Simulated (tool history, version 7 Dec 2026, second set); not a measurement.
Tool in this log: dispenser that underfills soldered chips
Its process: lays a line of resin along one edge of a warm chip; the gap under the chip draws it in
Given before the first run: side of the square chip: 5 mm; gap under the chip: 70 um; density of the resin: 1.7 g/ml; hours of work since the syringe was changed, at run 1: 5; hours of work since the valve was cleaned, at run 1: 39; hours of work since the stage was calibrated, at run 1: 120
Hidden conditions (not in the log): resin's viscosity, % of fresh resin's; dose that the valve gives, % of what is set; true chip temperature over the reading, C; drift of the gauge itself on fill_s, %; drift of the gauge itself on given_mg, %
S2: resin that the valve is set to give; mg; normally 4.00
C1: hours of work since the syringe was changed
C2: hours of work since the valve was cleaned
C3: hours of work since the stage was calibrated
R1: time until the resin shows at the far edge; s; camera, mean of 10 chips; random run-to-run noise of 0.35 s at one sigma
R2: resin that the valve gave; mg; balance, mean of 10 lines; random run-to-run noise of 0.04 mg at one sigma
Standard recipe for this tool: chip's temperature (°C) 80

run 1 hour=0.0 | chip's_temperature_(°C)=80 S2=4.00 | C1=5 C2=39 C3=120 | R1=22.8 R2=3.88
-- hour=5.6 new syringe of resin
run 2 hour=6.3 | chip's_temperature_(°C)=80 S2=4.18 | C1=1 C2=43 C3=125 | R1=18.4 R2=4.00
run 3 hour=13.2 | chip's_temperature_(°C)=80 S2=3.53 | C1=5 C2=48 C3=130 | R1=25.7 R2=3.38
-- hour=17.7 new syringe of resin
run 4 hour=20.1 | chip's_temperature_(°C)=80 S2=3.53 | C1=2 C2=53 C3=134 | R1=20.8 R2=3.41
run 5 hour=25.9 | chip's_temperature_(°C)=80 S2=3.53 | C1=6 C2=57 C3=138 | R1=25.4 R2=3.35
-- hour=29.6 new syringe of resin
run 6 hour=33.2 | chip's_temperature_(°C)=80 S2=3.53 | C1=3 C2=62 C3=143 | R1=22.5 R2=3.36
run 7 hour=37.6 | chip's_temperature_(°C)=80 S2=4.00 | C1=6 C2=65 C3=147 | R1=24.5 R2=3.77
-- hour=41.8 new syringe of resin
run 8 hour=41.9 | chip's_temperature_(°C)=80 S2=3.42 | C1=0 C2=68 C3=150 | R1=20.1 R2=3.33
run 9 hour=46.6 | chip's_temperature_(°C)=80 S2=3.42 | C1=3 C2=72 C3=153 | R1=23.2 R2=3.30
-- hour=49.4 dispensing valve cleaned and set on the balance
run 10 hour=53.3 | chip's_temperature_(°C)=80 S2=3.42 | C1=8 C2=3 C3=157 | R1=27.8 R2=3.41
-- hour=54.6 new syringe of resin
run 11 hour=61.1 | chip's_temperature_(°C)=80 S2=3.42 | C1=5 C2=8 C3=162 | R1=24.0 R2=3.40
-- hour=66.4 new syringe of resin
run 12 hour=67.2 | chip's_temperature_(°C)=80 S2=3.42 | C1=1 C2=12 C3=167 | R1=20.5 R2=3.44
run 13 hour=70.8 | chip's_temperature_(°C)=78 S2=4.00 | C1=3 C2=15 C3=169 | R1=24.6 R2=3.92
run 14 hour=76.5 | chip's_temperature_(°C)=84 S2=4.00 | C1=7 C2=19 C3=173 | R1=21.8 R2=3.95
-- hour=78.2 new syringe of resin
run 15 hour=82.3 | chip's_temperature_(°C)=84 S2=4.00 | C1=3 C2=23 C3=177 | R1=17.4 R2=3.88
run 16 hour=87.5 | chip's_temperature_(°C)=80 S2=4.00 | C1=7 C2=27 C3=181 | R1=25.1 R2=3.88
-- hour=90.4 new syringe of resin
run 17 hour=92.0 | chip's_temperature_(°C)=78 S2=4.00 | C1=1 C2=30 C3=184 | R1=22.1 R2=3.86
run 18 hour=99.8 | chip's_temperature_(°C)=80 S2=3.98 | C1=7 C2=35 C3=189 | R1=25.4 R2=3.85
-- hour=102.6 new syringe of resin
run 19 hour=105.8 | chip's_temperature_(°C)=80 S2=3.98 | C1=2 C2=39 C3=194 | R1=21.0 R2=3.82
run 20 hour=112.6 | chip's_temperature_(°C)=70 S2=3.44 | C1=7 C2=44 C3=198 | R1=47.3 R2=3.31

Run 21 has not been measured yet. What should we expect?
-- hour=114.3 new syringe of resin
run 21 hour=116.2 | chip's_temperature_(°C)=69 S2=4.57 | C1=1 C2=47 C3=201 | R1=? R2=?

{"run 21": {"R1": 35.7, "R2": 4.36}}
Were there no unlogged condition in the tool, this run, its random variation unchanged, would have produced R1 30.7 s, R2 4.54 mg.

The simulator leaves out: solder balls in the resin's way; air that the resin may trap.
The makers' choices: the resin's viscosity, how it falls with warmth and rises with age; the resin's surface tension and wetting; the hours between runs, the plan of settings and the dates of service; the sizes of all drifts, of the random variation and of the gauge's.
